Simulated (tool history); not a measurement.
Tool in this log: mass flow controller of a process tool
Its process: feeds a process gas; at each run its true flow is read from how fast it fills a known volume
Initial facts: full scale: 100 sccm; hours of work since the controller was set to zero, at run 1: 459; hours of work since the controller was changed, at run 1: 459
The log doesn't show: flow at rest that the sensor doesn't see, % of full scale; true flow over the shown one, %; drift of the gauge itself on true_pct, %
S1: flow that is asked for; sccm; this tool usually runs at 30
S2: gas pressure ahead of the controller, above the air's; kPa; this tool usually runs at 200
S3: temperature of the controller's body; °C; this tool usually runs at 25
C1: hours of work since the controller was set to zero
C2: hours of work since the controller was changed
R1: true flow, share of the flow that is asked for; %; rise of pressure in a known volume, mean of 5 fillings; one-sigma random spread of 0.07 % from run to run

{"run": 1, "hour": 0.0, "S1": 30, "S2": 200, "S3": 25, "C1": 459, "C2": 459, "R1": 99.12}
{"run": 2, "hour": 502.7, "S1": 30, "S2": 200, "S3": 25, "C1": 634, "C2": 634, "R1": 99.47}
{"run": 3, "hour": 886.6, "S1": 30, "S2": 200, "S3": 25, "C1": 767, "C2": 767, "R1": 99.47}
{"run": 4, "hour": 1313.2, "S1": 30, "S2": 200, "S3": 25, "C1": 916, "C2": 916, "R1": 99.46}
{"run": 5, "hour": 1694.3, "S1": 21, "S2": 200, "S3": 25, "C1": 1048, "C2": 1048, "R1": 99.72}
{"run": 6, "hour": 2239.5, "S1": 21, "S2": 200, "S3": 25, "C1": 1238, "C2": 1238, "R1": 99.9}
{"run": 7, "hour": 2622.9, "S1": 21, "S2": 200, "S3": 25, "C1": 1372, "C2": 1372, "R1": 100.01}
{"run": 8, "hour": 2990.1, "S1": 12, "S2": 200, "S3": 23, "C1": 1499, "C2": 1499, "R1": 100.57}
{"run": 9, "hour": 3552.1, "S1": 12, "S2": 200, "S3": 23, "C1": 1695, "C2": 1695, "R1": 100.8}
{"run": 10, "hour": 3988.0, "S1": 28, "S2": 224, "S3": 21, "C1": 1847, "C2": 1847, "R1": 100.17}
{"run": 11, "hour": 4270.5, "S1": 28, "S2": 224, "S3": 21, "C1": 1945, "C2": 1945, "R1": 100.23}
{"run": 12, "hour": 4858.9, "S1": 80, "S2": 273, "S3": 24, "C1": 2150, "C2": 2150, "R1": 100.44}
{"run": 13, "hour": 5331.2, "S1": 31, "S2": 178, "S3": 39, "C1": 2314, "C2": 2314, "R1": 100.39}

Forecast each of these 5 alternatives for the next run:
{"run": "A", "hour": 5847.8, "S1": 59, "S2": 152, "S3": 33, "C1": 2494, "C2": 2494, "R1": "?"}
{"run": "B", "hour": 5847.8, "S1": 73, "S2": 163, "S3": 28, "C1": 2494, "C2": 2494, "R1": "?"}
{"run": "C", "hour": 5847.8, "S1": 30, "S2": 189, "S3": 30, "C1": 2494, "C2": 2494, "R1": "?"}
{"run": "D", "hour": 5847.8, "S1": 13, "S2": 191, "S3": 39, "C1": 2494, "C2": 2494, "R1": "?"}
{"run": "E", "hour": 5847.8, "S1": 30, "S2": 200, "S3": 32, "C1": 2494, "C2": 2494, "R1": "?"}

run=A R1=100.75
run=B R1=100.91
run=C R1=100.68
run=D R1=101.41
run=E R1=100.57
Stripped of hidden state, with their random variation kept, the same runs would have yielded:
run=A R1=99.39
run=B R1=99.64
run=C R1=98.88
run=D R1=98.47
run=E R1=98.78

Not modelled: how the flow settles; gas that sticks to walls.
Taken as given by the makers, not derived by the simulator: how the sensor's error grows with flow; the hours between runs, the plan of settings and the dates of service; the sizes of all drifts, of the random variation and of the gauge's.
